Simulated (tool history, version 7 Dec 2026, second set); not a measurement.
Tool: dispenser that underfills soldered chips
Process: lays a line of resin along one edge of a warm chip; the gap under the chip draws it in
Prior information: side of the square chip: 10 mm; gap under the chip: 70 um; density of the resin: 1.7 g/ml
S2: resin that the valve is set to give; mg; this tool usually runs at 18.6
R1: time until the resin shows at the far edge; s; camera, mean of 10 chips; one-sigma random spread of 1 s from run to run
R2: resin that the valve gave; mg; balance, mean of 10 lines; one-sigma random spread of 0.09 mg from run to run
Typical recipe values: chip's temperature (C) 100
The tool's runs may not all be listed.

run 1 hour=0.0 | chip's_temperature_(C)=100 S2=18.6 | R1=119.4 R2=16.65
run 2 hour=6.4 | chip's_temperature_(C)=100 S2=18.6 | R1=173.7 R2=16.43
-- hour=10.1 new syringe of resin
run 3 hour=13.3 | chip's_temperature_(C)=100 S2=18.6 | R1=128.6 R2=16.60
-- hour=22.1 new syringe of resin
run 4 hour=24.0 | chip's_temperature_(C)=104 S2=18.6 | R1=100.3 R2=16.16
-- hour=32.1 dispensing valve cleaned and set on the balance
run 5 hour=32.1 | chip's_temperature_(C)=104 S2=18.6 | R1=151.8 R2=18.77
-- hour=34.8 new syringe of resin
run 6 hour=36.8 | chip's_temperature_(C)=104 S2=18.6 | R1=103.4 R2=18.65
run 7 hour=42.1 | chip's_temperature_(C)=100 S2=18.6 | R1=164.8 R2=18.45
-- hour=46.7 new syringe of resin
run 8 hour=48.0 | chip's_temperature_(C)=100 S2=23.1 | R1=111.0 R2=22.72
run 9 hour=55.1 | chip's_temperature_(C)=86 S2=16.4 | R1=310.8 R2=16.14
-- hour=58.6 new syringe of resin
run 10 hour=63.9 | chip's_temperature_(C)=98 S2=23.3 | R1=149.9 R2=22.93
-- hour=70.4 new syringe of resin
run 11 hour=74.0 | chip's_temperature_(C)=99 S2=18.6 | R1=136.3 R2=18.11
run 12 hour=78.9 | chip's_temperature_(C)=107 S2=17.9 | R1=139.3 R2=17.38
-- hour=82.9 new syringe of resin
run 13 hour=89.2 | chip's_temperature_(C)=111 S2=18.4 | R1=102.7 R2=17.66

5 ways to go on from here, each from the tool as it stands after run 13. What would each give?
-- hour=94.8 new syringe of resin
run A hour=99.5 | chip's_temperature_(C)=108 S2=20.0 | R1=? R2=?
-- hour=94.8 new syringe of resin
run B hour=99.5 | chip's_temperature_(C)=86 S2=19.1 | R1=? R2=?
-- hour=94.8 new syringe of resin
run C hour=99.5 | chip's_temperature_(C)=85 S2=20.7 | R1=? R2=?
-- hour=94.8 new syringe of resin
run D hour=99.5 | chip's_temperature_(C)=100 S2=22.6 | R1=? R2=?
-- hour=94.8 new syringe of resin
run E hour=99.5 | chip's_temperature_(C)=100 S2=19.3 | R1=? R2=?

run=A R1=101.0 R2=18.91
run=B R1=246.7 R2=18.25
run=C R1=255.4 R2=19.84
run=D R1=139.9 R2=21.56
run=E R1=139.9 R2=18.47
Take away the tool's hidden state, keep each run's random variation, and the runs would have read:
run=A R1=69.3 R2=19.82
run=B R1=167.9 R2=19.13
run=C R1=173.8 R2=20.79
run=D R1=96.1 R2=22.59
run=E R1=95.6 R2=19.35
